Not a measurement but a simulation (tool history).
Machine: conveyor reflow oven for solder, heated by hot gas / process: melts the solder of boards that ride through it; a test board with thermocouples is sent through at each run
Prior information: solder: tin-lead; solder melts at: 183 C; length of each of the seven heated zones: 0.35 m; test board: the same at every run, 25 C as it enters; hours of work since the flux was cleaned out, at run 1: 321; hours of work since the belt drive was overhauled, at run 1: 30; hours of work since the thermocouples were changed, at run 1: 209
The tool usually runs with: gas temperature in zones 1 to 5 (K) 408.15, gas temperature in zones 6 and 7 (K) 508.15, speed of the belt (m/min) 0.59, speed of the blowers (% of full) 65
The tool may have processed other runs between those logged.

run    day  gas temperature in zones 1 to 5 (K)  gas temperature in zones 6 and 7 (K)  speed of the belt (m/min)  speed of the blowers (% of full)  hours of work since the flux was cleaned out  hours of work since the belt drive was overhauled  hours of work since the thermocouples were changed  highest temperature of the board (K)  time above the solder's melting point (s)
  1      0                               408.15                                508.15                       0.59                                65                                           321                                                 30                                                 209                                490.75                                       52.3
  2  0.354                               408.15                                508.15                       0.59                                65                                           326                                                 36                                                 214                                490.65                                       52.4
  3  0.754                               414.15                                508.15                       0.59                                65                                           333                                                 42                                                 221                                491.55                                         55
  4  1.138                               408.15                                508.15                      0.591                                65                                           339                                                 48                                                 227                                490.55                                       52.4
  5    1.3                               408.15                                508.15                       0.59                                65                                           341                                                 51                                                 229                                490.65                                       52.3
  6  1.625                               408.15                                508.15                       0.59                                65                                           346                                                 56                                                 234                                490.45                                       52.5
  7  1.962                               408.15                                508.15                       0.59                                65                                           352                                                 61                                                 240                                490.55                                       52.4
  8  2.221                               408.15                                508.15                       0.59                                65                                           356                                                 65                                                 244                                490.55                                       52.8
  9  2.392                               408.15                                508.15                       0.59                                76                                           359                                                 68                                                 247                                492.15                                       53.9
 10  2.738                               408.15                                508.15                       0.59                                76                                           364                                                 74                                                 252                                492.05                                       53.6
 11  3.012                               408.15                                508.15                       0.59                                65                                           368                                                 78                                                 256                                490.65                                       52.3
 12  3.338                               408.15                                508.15                       0.59                                65                                           374                                                 83                                                 262                                490.55                                       52.6
 13  3.517                               408.15                                508.15                       0.59                                65                                           376                                                 86                                                 264                                490.55                                       52.3
     3.912  -- flux residue cleaned out of gas plates and filters
 14  3.925                               408.15                                508.15                      0.494                                65                                             0                                                 89                                                 268                                496.25                                       68.1
 15  4.212                               408.15                                511.15                      0.494                                65                                             5                                                 94                                                 272                                498.55                                       70.2
 16  4.462                               408.15                                521.15                       0.59                                65                                             9                                                 98                                                 276                                502.25                                       59.6
 17  4.846                               411.15                                508.15                      0.672                                72                                            15                                                104                                                 282                                488.05                                       44.6
 18  5.229                               411.15                                508.15                      0.672                                72                                            21                                                110                                                 288                                487.75                                       44.5
 19  5.512                               411.15                                508.15                      0.672                                72                                            25                                                114                                                 293                                488.15                                       44.7
 20  5.896                               411.15                                508.15                      0.672                                72                                            31                                                120                                                 299                                487.85                                       44.6
 21  6.238                               404.15                                516.15                      0.477                                67                                            37                                                126                                                 304                                504.65                                       74.7
 22  6.529                               417.15                                508.15                        0.7                                72                                            41                                                130                                                 309                                487.75                                       44.7
 23  6.725                               402.15                                512.15                       0.53                                55                                            44                                                133                                                 312                                494.95                                       60.2
 24  7.112                               402.15                                512.15                      0.694                                54                                            51                                                140                                                 318                                483.95                                       37.2
 25  7.479                               408.15                                508.15                        0.7                                65                                            56                                                145                                                 324                                484.45                                       39.2
 26  7.808                               408.15                                509.15                       0.59                                65                                            62                                                151                                                 329                                491.55                                       53.2
 27  8.075                               408.15                                503.15                      0.539                                87                                            66                                                155                                                 333                                491.75                                       59.7

The next listed run, before its measurement:
 28  8.254                               408.15                                503.15                      0.684                                87                                            69                                                158                                                 336                                     ?                                          ?

Run 28 yielded highest temperature of the board (K) 484.45, time above the solder's melting point (s) 41.
If the tool had no hidden condition, the same run with the same run-to-run variation would have returned highest temperature of the board (K) 484.35, time above the solder's melting point (s) 41.
